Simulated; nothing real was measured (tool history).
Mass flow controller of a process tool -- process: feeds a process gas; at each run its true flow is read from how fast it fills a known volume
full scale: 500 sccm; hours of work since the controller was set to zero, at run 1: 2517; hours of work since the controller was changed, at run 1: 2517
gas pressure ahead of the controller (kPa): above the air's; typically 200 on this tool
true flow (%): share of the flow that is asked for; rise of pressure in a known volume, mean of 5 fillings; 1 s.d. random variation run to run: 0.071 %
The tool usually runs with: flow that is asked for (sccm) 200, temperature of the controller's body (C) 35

run	hour	flow that is asked for (sccm)	gas pressure ahead of the controller (kPa)	temperature of the controller's body (C)	hours of work since the controller was set to zero	hours of work since the controller was changed	true flow (%)
1	0.0	200	200	35	2517	2517	99.77
2	168.3	200	200	35	2643	2643	99.90
3	335.4	200	200	35	2767	2767	99.91
4	506.2	226	200	35	2895	2895	99.89
5	625.8	200	247	35	2984	2984	100.00
6	712.0	200	247	35	3049	3049	99.87
7	908.4	200	159	35	3195	3195	99.65
8	1062.1	200	159	35	3310	3310	99.79
9	1212.6	200	141	35	3422	3422	99.60
10	1327.2	200	200	36	3508	3508	100.02
11	1476.8	200	200	36	3619	3619	99.78
12	1608.1	200	200	36	3717	3717	99.83
13	1740.4	200	200	36	3816	3816	99.96
14	1949.4	200	200	36	3972	3972	99.87
# hour 1959.8: controller's zero set anew
15	2104.5	365	200	28	108	4087	99.76
16	2303.9	97	211	26	257	4236	100.40
17	2458.7	383	262	30	372	4352	99.93
18	2567.1	383	262	30	453	4433	100.07
19	2771.6	293	250	25	606	4585	99.80
20	2954.9	124	163	25	743	4722	99.99
21	3075.0	64	168	23	832	4812	101.12
# hour 3205.5: controller's zero set anew, once more
22	3234.8	64	183	20	22	4931	98.84
23	3374.9	432	260	35	126	5035	99.66
24	3550.4	432	260	35	257	5166	99.65
25	3702.3	432	260	35	371	5280	99.61
26	3825.9	432	260	35	463	5372	99.62
27	3997.4	113	200	28	591	5500	99.01
28	4110.0	113	200	25	675	5584	98.98

5 ways to go on from here, each from the tool as it stands after run 28. What would each give?
A	4290.3	57	200	26	810	5718	?
B	4290.3	68	200	25	810	5718	?
C	4290.3	113	148	22	810	5718	?
D	4290.3	336	213	28	810	5718	?
E	4290.3	127	236	25	810	5718	?

run	true flow (%)
A	99.32
B	99.16
C	98.81
D	99.23
E	99.00
Stripped of hidden state, with their random variation kept, the same runs would have yielded:
run	true flow (%)
A	99.50
B	99.43
C	99.26
D	99.86
E	99.48
